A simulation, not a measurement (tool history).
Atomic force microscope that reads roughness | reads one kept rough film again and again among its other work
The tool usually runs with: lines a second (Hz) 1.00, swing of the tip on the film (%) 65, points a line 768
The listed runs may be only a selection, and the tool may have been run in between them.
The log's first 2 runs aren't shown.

run,hour,lines a second (Hz),swing of the tip on the film (%),points a line,pictures with this tip,hours of work since the height scale was calibrated,roughness of the kept film (nm (root mean square))
3,33.4,1.00,65,768,277,425,3.256
4,45.1,1.00,65,768,305,433,3.218
# hour 47.0: new tip fitted
5,67.0,2.11,65,768,47,448,3.522
6,81.5,2.11,65,768,81,458,3.470
7,104.8,2.11,65,768,136,475,3.400
8,122.2,1.46,65,768,177,487,3.413
9,143.8,1.00,61,768,228,503,3.389
10,162.9,1.00,61,768,273,516,3.334
# hour 178.2: new tip fitted
11,180.4,1.12,61,768,5,528,3.728
12,200.9,1.12,61,768,53,543,3.662
13,217.9,1.12,61,768,93,555,3.571
14,241.6,1.12,61,768,149,571,3.513
15,257.7,1.12,61,768,187,583,3.427
16,268.6,1.12,61,768,212,591,3.436
17,283.5,1.12,61,768,247,601,3.359
18,307.4,1.12,61,768,304,618,3.321
# hour 309.0: new tip fitted
19,326.8,1.12,61,768,42,631,3.649
20,337.5,0.71,77,983,67,639,3.581
21,351.4,1.21,65,784,100,649,3.549
22,361.3,0.88,79,784,123,656,3.430
23,376.9,0.88,79,784,160,667,3.381
24,397.6,0.88,79,784,208,682,3.286
25,418.5,1.00,65,539,258,696,3.321

Forecast run 26:
26,437.5,1.00,89,443,302,710,?

{"run 26": {"roughness of the kept film (nm (root mean square))": 3.016}}
With the hidden condition absent and the run-to-run variation left alone, this run would have shown roughness of the kept film (nm (root mean square)) 3.422.

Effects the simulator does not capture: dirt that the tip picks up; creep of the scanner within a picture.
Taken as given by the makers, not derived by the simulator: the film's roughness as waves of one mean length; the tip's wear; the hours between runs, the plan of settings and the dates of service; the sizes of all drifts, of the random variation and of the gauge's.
